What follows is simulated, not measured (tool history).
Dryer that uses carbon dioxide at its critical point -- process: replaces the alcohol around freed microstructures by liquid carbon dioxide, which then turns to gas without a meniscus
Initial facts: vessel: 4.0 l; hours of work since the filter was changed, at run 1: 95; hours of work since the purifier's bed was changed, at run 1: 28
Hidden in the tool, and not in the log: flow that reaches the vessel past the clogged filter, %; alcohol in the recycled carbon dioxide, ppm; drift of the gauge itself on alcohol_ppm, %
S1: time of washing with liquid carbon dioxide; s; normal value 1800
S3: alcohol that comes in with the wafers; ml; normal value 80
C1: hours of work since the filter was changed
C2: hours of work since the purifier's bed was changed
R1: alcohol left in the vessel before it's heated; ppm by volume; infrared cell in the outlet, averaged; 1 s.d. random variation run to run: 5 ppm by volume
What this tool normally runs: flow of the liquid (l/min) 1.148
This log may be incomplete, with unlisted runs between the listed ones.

Run 1, hour 0.0: usual settings; C1 95; C2 28. Result: R1 40 ppm by volume.
Run 2, hour 9.4: usual settings; C1 101; C2 34. Result: R1 39 ppm by volume.
Run 3, hour 17.5: usual settings but S1 1920 s; C1 107; C2 40. Result: R1 20 ppm by volume.
Run 4, hour 29.2: usual settings but S1 1920 s; C1 115; C2 48. Result: R1 29 ppm by volume.
Run 5, hour 45.1: usual settings but S3 106 ml; C1 125; C2 58. Result: R1 44 ppm by volume.
Run 6, hour 56.7: usual settings but S3 106 ml; C1 133; C2 66. Result: R1 46 ppm by volume.
Run 7, hour 70.6: usual settings but S3 106 ml; C1 142; C2 75. Result: R1 49 ppm by volume.
Run 8, hour 88.9: usual settings but flow of the liquid (l/min) 1.300; C1 155; C2 88. Result: R1 34 ppm by volume.
Run 9, hour 96.6: usual settings; C1 160; C2 93. Result: R1 48 ppm by volume.
Run 10, hour 104.5: usual settings; C1 165; C2 98. Result: R1 61 ppm by volume.
Run 11, hour 121.2: usual settings; C1 176; C2 109. Result: R1 50 ppm by volume.
Run 12, hour 128.7: usual settings; C1 181; C2 114. Result: R1 52 ppm by volume.
Run 13, hour 142.4: usual settings but S1 1980 s; C1 191; C2 124. Result: R1 41 ppm by volume.
Run 14, hour 159.2: usual settings but S3 30 ml; C1 202; C2 135. Result: R1 38 ppm by volume.
Run 15, hour 177.0: usual settings but S3 30 ml; C1 214; C2 147. Result: R1 45 ppm by volume.
Run 16, hour 188.7: usual settings but S3 30 ml; C1 222; C2 155. Result: R1 50 ppm by volume.
Run 17, hour 201.8: usual settings but S3 30 ml; C1 230; C2 163. Result: R1 59 ppm by volume.
Run 18, hour 217.0: usual settings but S3 30 ml; C1 241; C2 174. Result: R1 55 ppm by volume.
Run 19, hour 227.6: usual settings but S3 30 ml; C1 248; C2 181. Result: R1 59 ppm by volume.
Run 20, hour 245.6: usual settings but S1 1380 s, S3 30 ml; C1 260; C2 193. Result: R1 97 ppm by volume.
Run 21, hour 263.6: usual settings but S1 1380 s, S3 30 ml; C1 272; C2 205. Result: R1 102 ppm by volume.
Run 22, hour 273.1: usual settings but S1 1380 s, S3 39 ml; C1 278; C2 211. Result: R1 116 ppm by volume.
Run 23, hour 283.1: usual settings but S1 1380 s, S3 39 ml; C1 285; C2 218. Result: R1 118 ppm by volume.
Run 24, hour 294.9: usual settings but S3 95 ml; C1 293; C2 226. Result: R1 87 ppm by volume.
Run 25, hour 304.7: usual settings but S1 2160 s, flow of the liquid (l/min) 0.870, S3 103 ml; C1 299; C2 232. Result: R1 127 ppm by volume.

What will run 26 give?
Run 26, hour 322.5: usual settings but flow of the liquid (l/min) 1.550; C1 311; C2 244. Result: R1 ?.

R1: 62 ppm by volume
With the hidden condition absent and the run-to-run variation left alone, this run would have shown R1 1 ppm by volume.
